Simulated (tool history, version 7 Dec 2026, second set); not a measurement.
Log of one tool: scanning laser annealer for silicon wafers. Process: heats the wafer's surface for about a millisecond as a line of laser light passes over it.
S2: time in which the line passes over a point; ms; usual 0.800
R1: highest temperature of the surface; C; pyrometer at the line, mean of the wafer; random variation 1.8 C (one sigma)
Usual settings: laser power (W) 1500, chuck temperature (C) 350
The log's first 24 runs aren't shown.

{"run": 25, "hour": 160.3, "laser power (W)": 1352, "S2": 0.957, "chuck temperature (C)": 336, "R1": 972}
{"run": 26, "hour": 168.8, "laser power (W)": 1352, "S2": 0.863, "chuck temperature (C)": 332, "R1": 937}
{"run": 27, "hour": 176.8, "laser power (W)": 1386, "S2": 0.833, "chuck temperature (C)": 347, "R1": 962}
{"run": 28, "hour": 183.4, "laser power (W)": 1335, "S2": 0.662, "chuck temperature (C)": 321, "R1": 839}
{"run": 29, "hour": 191.4, "laser power (W)": 1335, "S2": 0.624, "chuck temperature (C)": 331, "R1": 834}
{"run": 30, "hour": 195.3, "laser power (W)": 1335, "S2": 0.624, "chuck temperature (C)": 331, "R1": 834}
{"run": 31, "hour": 199.7, "laser power (W)": 1541, "S2": 0.921, "chuck temperature (C)": 314, "R1": 1050}
{"run": 32, "hour": 204.0, "laser power (W)": 1541, "S2": 0.921, "chuck temperature (C)": 314, "R1": 1049}
{"run": 33, "hour": 208.0, "laser power (W)": 1500, "S2": 0.933, "chuck temperature (C)": 350, "R1": 1067}

5 ways to go on from here, each from the tool as it stands after run 33. What would each give?
{"run": "A", "hour": 214.8, "laser power (W)": 1500, "S2": 0.8, "chuck temperature (C)": 320, "R1": "?"}
{"run": "B", "hour": 214.8, "laser power (W)": 1379, "S2": 0.8, "chuck temperature (C)": 350, "R1": "?"}
{"run": "C", "hour": 214.8, "laser power (W)": 1414, "S2": 0.746, "chuck temperature (C)": 349, "R1": "?"}
{"run": "D", "hour": 214.8, "laser power (W)": 1599, "S2": 0.866, "chuck temperature (C)": 350, "R1": "?"}
{"run": "E", "hour": 214.8, "laser power (W)": 1500, "S2": 0.694, "chuck temperature (C)": 350, "R1": "?"}

run=A R1=978
run=B R1=946
run=C R1=940
run=D R1=1096
run=E R1=965
Without the tool's hidden state the same runs would have given:
run=A R1=1034
run=B R1=996
run=C R1=989
run=D R1=1159
run=E R1=1017
